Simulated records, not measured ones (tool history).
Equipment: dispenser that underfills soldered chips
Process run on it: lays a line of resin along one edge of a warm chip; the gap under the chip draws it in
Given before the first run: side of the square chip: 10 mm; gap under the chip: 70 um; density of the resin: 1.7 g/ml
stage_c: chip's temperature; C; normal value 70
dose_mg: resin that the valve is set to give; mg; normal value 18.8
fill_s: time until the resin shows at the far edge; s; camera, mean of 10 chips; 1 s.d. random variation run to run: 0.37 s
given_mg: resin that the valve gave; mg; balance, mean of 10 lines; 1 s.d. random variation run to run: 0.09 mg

| run | hour | stage_c | dose_mg | fill_s | given_mg |
|---|---|---|---|---|---|
| 1 | 0 | 70 | 18.8 | 31.1 | 18.81 |
| 2 | 5.2 | 70 | 18.8 | 25.6 | 18.62 |
| 3 | 10 | 70 | 18.8 | 31.7 | 18.7 |
| 4 | 14.2 | 70 | 18.8 | 24.4 | 18.79 |
| 5 | 18 | 70 | 18.8 | 28.1 | 18.67 |
| 6 | 23 | 72 | 23.3 | 20.9 | 23.19 |
| 7 | 25.3 | 72 | 23.3 | 23.1 | 23.06 |
| 8 | 28.4 | 76 | 17.1 | 23.3 | 17.03 |
| 9 | 32.1 | 66 | 23.6 | 38.9 | 23.39 |
| 10 | 35.1 | 65 | 21 | 29.1 | 20.93 |

Not shown here: 4 entries made in the log between runs. Locate each between two listed runs and compare the hidden state at the listed run before it with the hidden state at the listed run after it:
Run 1 -> run 2: new syringe of resin (hour 2.6)
  resin's viscosity, % of fresh resin's: 139.3 -> 112; dose that the valve gives, % of what is set: 99.79 -> 99.68; true chip temperature over the reading, C: -0.28 -> -0.3
  difference, measured minus the result without the unlogged condition, fill_s: +9.2 -> +3 s; given_mg: -0.04 -> -0.06 mg
Run 3 -> run 4: new syringe of resin (hour 12.8)
  resin's viscosity, % of fresh resin's: 138 -> 106.7; dose that the valve gives, % of what is set: 99.58 -> 99.5; true chip temperature over the reading, C: -0.31 -> -0.32
  difference, measured minus the result without the unlogged condition, fill_s: +8.9 -> +1.8 s; given_mg: -0.07 -> -0.1 mg
Run 5 -> run 6: new syringe of resin (hour 22.9)
  resin's viscosity, % of fresh resin's: 125.7 -> 99.3; dose that the valve gives, % of what is set: 99.43 -> 99.32; true chip temperature over the reading, C: -0.33 -> -0.34
  difference, measured minus the result without the unlogged condition, fill_s: +6.1 -> +0.1 s; given_mg: -0.11 -> -0.16 mg
Run 9 -> run 10: new syringe of resin (hour 33.1)
  resin's viscosity, % of fresh resin's: 147.7 -> 108.8; dose that the valve gives, % of what is set: 99.12 -> 99.06; true chip temperature over the reading, C: -0.37 -> -0.38
  difference, measured minus the result without the unlogged condition, fill_s: +12.8 -> +2.8 s; given_mg: -0.2 -> -0.2 mg
